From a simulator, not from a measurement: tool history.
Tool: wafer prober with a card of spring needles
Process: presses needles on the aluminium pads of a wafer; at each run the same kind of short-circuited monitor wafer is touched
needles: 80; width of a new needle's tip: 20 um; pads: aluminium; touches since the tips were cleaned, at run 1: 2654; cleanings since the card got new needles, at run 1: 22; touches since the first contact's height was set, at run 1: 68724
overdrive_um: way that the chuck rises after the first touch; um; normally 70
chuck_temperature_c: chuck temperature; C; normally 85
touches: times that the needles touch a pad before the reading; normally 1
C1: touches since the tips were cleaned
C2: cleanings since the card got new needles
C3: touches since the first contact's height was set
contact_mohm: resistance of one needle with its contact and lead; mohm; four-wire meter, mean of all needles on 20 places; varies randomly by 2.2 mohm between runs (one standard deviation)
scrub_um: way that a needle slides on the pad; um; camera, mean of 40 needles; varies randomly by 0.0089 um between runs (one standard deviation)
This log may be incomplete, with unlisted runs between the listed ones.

{"run": 1, "hour": 0.0, "overdrive_um": 70, "chuck_temperature_c": 85, "touches": 1, "C1": 2654, "C2": 22, "C3": 68724, "contact_mohm": 249, "scrub_um": 8.574}
{"run": 2, "hour": 15.2, "overdrive_um": 70, "chuck_temperature_c": 85, "touches": 1, "C1": 5222, "C2": 22, "C3": 71292, "contact_mohm": 247, "scrub_um": 8.564}
{"hour": 35.2, "done": "tips cleaned on abrasive film"}
{"run": 3, "hour": 46.1, "overdrive_um": 70, "chuck_temperature_c": 85, "touches": 1, "C1": 1857, "C2": 23, "C3": 76516, "contact_mohm": 250, "scrub_um": 8.546}
{"run": 4, "hour": 62.8, "overdrive_um": 70, "chuck_temperature_c": 85, "touches": 1, "C1": 4682, "C2": 23, "C3": 79341, "contact_mohm": 247, "scrub_um": 8.539}
{"run": 5, "hour": 82.2, "overdrive_um": 70, "chuck_temperature_c": 51, "touches": 1, "C1": 7958, "C2": 23, "C3": 82617, "contact_mohm": 244, "scrub_um": 8.533}
{"hour": 87.2, "done": "tips cleaned on abrasive film"}
{"run": 6, "hour": 113.7, "overdrive_um": 70, "chuck_temperature_c": 51, "touches": 1, "C1": 4500, "C2": 24, "C3": 87942, "contact_mohm": 240, "scrub_um": 8.535}
{"run": 7, "hour": 131.6, "overdrive_um": 70, "chuck_temperature_c": 51, "touches": 1, "C1": 7522, "C2": 24, "C3": 90964, "contact_mohm": 242, "scrub_um": 8.521}
{"hour": 138.3, "done": "tips cleaned on abrasive film"}
{"run": 8, "hour": 161.0, "overdrive_um": 70, "chuck_temperature_c": 51, "touches": 1, "C1": 3838, "C2": 25, "C3": 95921, "contact_mohm": 239, "scrub_um": 8.524}
{"run": 9, "hour": 181.7, "overdrive_um": 70, "chuck_temperature_c": 51, "touches": 1, "C1": 7349, "C2": 25, "C3": 99432, "contact_mohm": 237, "scrub_um": 8.528}
{"hour": 189.2, "done": "tips cleaned on abrasive film"}
{"run": 10, "hour": 201.7, "overdrive_um": 70, "chuck_temperature_c": 51, "touches": 3, "C1": 2121, "C2": 26, "C3": 102797, "contact_mohm": 241, "scrub_um": 8.514}
{"run": 11, "hour": 221.9, "overdrive_um": 70, "chuck_temperature_c": 51, "touches": 3, "C1": 5548, "C2": 26, "C3": 106224, "contact_mohm": 243, "scrub_um": 8.502}
{"hour": 240.5, "done": "tips cleaned on abrasive film"}
{"run": 12, "hour": 252.0, "overdrive_um": 85, "chuck_temperature_c": 85, "touches": 1, "C1": 1956, "C2": 27, "C3": 111303, "contact_mohm": 244, "scrub_um": 10.322}
{"run": 13, "hour": 280.7, "overdrive_um": 70, "chuck_temperature_c": 85, "touches": 2, "C1": 6801, "C2": 27, "C3": 116148, "contact_mohm": 250, "scrub_um": 8.499}
{"hour": 291.6, "done": "tips cleaned on abrasive film"}
{"run": 14, "hour": 305.4, "overdrive_um": 70, "chuck_temperature_c": 85, "touches": 2, "C1": 2346, "C2": 28, "C3": 120324, "contact_mohm": 249, "scrub_um": 8.481}
{"run": 15, "hour": 325.2, "overdrive_um": 70, "chuck_temperature_c": 85, "touches": 2, "C1": 5685, "C2": 28, "C3": 123663, "contact_mohm": 246, "scrub_um": 8.486}
{"hour": 343.7, "done": "tips cleaned on abrasive film"}
{"run": 16, "hour": 350.6, "overdrive_um": 70, "chuck_temperature_c": 85, "touches": 2, "C1": 1169, "C2": 29, "C3": 127956, "contact_mohm": 249, "scrub_um": 8.463}
{"run": 17, "hour": 379.7, "overdrive_um": 70, "chuck_temperature_c": 85, "touches": 2, "C1": 6099, "C2": 29, "C3": 132886, "contact_mohm": 249, "scrub_um": 8.487}
{"hour": 394.8, "done": "tips cleaned on abrasive film"}
{"run": 18, "hour": 403.1, "overdrive_um": 72, "chuck_temperature_c": 26, "touches": 3, "C1": 1399, "C2": 30, "C3": 136826, "contact_mohm": 235, "scrub_um": 8.701}
{"run": 19, "hour": 421.3, "overdrive_um": 81, "chuck_temperature_c": 45, "touches": 1, "C1": 4481, "C2": 30, "C3": 139908, "contact_mohm": 233, "scrub_um": 9.799}
{"hour": 445.5, "done": "tips cleaned on abrasive film"}
{"run": 20, "hour": 445.7, "overdrive_um": 70, "chuck_temperature_c": 84, "touches": 1, "C1": 18, "C2": 31, "C3": 144012, "contact_mohm": 251, "scrub_um": 8.464}
{"run": 21, "hour": 466.7, "overdrive_um": 70, "chuck_temperature_c": 85, "touches": 1, "C1": 3576, "C2": 31, "C3": 147570, "contact_mohm": 252, "scrub_um": 8.447}
{"run": 22, "hour": 489.0, "overdrive_um": 81, "chuck_temperature_c": 39, "touches": 2, "C1": 7361, "C2": 31, "C3": 151355, "contact_mohm": 235, "scrub_um": 9.758}
{"hour": 496.8, "done": "tips cleaned on abrasive film"}
{"run": 23, "hour": 511.3, "overdrive_um": 70, "chuck_temperature_c": 41, "touches": 3, "C1": 2450, "C2": 32, "C3": 155099, "contact_mohm": 236, "scrub_um": 8.434}
{"hour": 525.8, "done": "height of the first contact set anew"}
{"run": 24, "hour": 534.0, "overdrive_um": 66, "chuck_temperature_c": 64, "touches": 3, "C1": 6254, "C2": 32, "C3": 1397, "contact_mohm": 249, "scrub_um": 7.943}
{"hour": 547.8, "done": "tips cleaned on abrasive film"}
{"run": 25, "hour": 552.5, "overdrive_um": 70, "chuck_temperature_c": 115, "touches": 2, "C1": 806, "C2": 33, "C3": 4510, "contact_mohm": 257, "scrub_um": 8.436}
{"run": 26, "hour": 583.5, "overdrive_um": 70, "chuck_temperature_c": 77, "touches": 2, "C1": 6054, "C2": 33, "C3": 9758, "contact_mohm": 253, "scrub_um": 8.425}
{"hour": 598.7, "done": "tips cleaned on abrasive film"}
{"run": 27, "hour": 613.0, "overdrive_um": 87, "chuck_temperature_c": 77, "touches": 1, "C1": 2415, "C2": 34, "C3": 14733, "contact_mohm": 246, "scrub_um": 10.467}
{"run": 28, "hour": 633.4, "overdrive_um": 72, "chuck_temperature_c": 26, "touches": 1, "C1": 5868, "C2": 34, "C3": 18186, "contact_mohm": 227, "scrub_um": 8.655}
{"hour": 652.0, "done": "tips cleaned on abrasive film"}
{"run": 29, "hour": 654.3, "overdrive_um": 61, "chuck_temperature_c": 47, "touches": 1, "C1": 393, "C2": 35, "C3": 21711, "contact_mohm": 243, "scrub_um": 7.338}
{"run": 30, "hour": 668.2, "overdrive_um": 61, "chuck_temperature_c": 47, "touches": 1, "C1": 2748, "C2": 35, "C3": 24066, "contact_mohm": 243, "scrub_um": 7.333}
{"run": 31, "hour": 687.1, "overdrive_um": 61, "chuck_temperature_c": 47, "touches": 1, "C1": 5935, "C2": 35, "C3": 27253, "contact_mohm": 241, "scrub_um": 7.335}
{"hour": 703.7, "done": "tips cleaned on abrasive film"}
{"run": 32, "hour": 714.3, "overdrive_um": 54, "chuck_temperature_c": 42, "touches": 1, "C1": 1790, "C2": 36, "C3": 31850, "contact_mohm": 245, "scrub_um": 6.468}
{"run": 33, "hour": 732.9, "overdrive_um": 72, "chuck_temperature_c": 38, "touches": 1, "C1": 4940, "C2": 36, "C3": 35000, "contact_mohm": 238, "scrub_um": 8.63}

Each row is a separate what-if for the run after 33, all from the same tool condition, not one after another. Results?
{"hour": 749.4, "done": "gauge calibrated"}
{"run": "A", "hour": 749.4, "overdrive_um": 72, "chuck_temperature_c": 36, "touches": 1, "C1": 7724, "C2": 36, "C3": 37784, "contact_mohm": "?", "scrub_um": "?"}
{"hour": 749.4, "done": "gauge calibrated"}
{"run": "B", "hour": 749.4, "overdrive_um": 89, "chuck_temperature_c": 35, "touches": 2, "C1": 7724, "C2": 36, "C3": 37784, "contact_mohm": "?", "scrub_um": "?"}
{"hour": 749.4, "done": "gauge calibrated"}
{"run": "C", "hour": 749.4, "overdrive_um": 62, "chuck_temperature_c": 112, "touches": 1, "C1": 7724, "C2": 36, "C3": 37784, "contact_mohm": "?", "scrub_um": "?"}
{"hour": 749.4, "done": "gauge calibrated"}
{"run": "D", "hour": 749.4, "overdrive_um": 70, "chuck_temperature_c": 83, "touches": 1, "C1": 7724, "C2": 36, "C3": 37784, "contact_mohm": "?", "scrub_um": "?"}

run=A contact_mohm=235 scrub_um=8.806
run=B contact_mohm=235 scrub_um=10.885
run=C contact_mohm=263 scrub_um=7.587
run=D contact_mohm=250 scrub_um=8.565
Take away the tool's hidden state, keep each run's random variation, and the runs would have read:
run=A contact_mohm=235 scrub_um=8.807
run=B contact_mohm=234 scrub_um=10.886
run=C contact_mohm=262 scrub_um=7.588
run=D contact_mohm=249 scrub_um=8.566
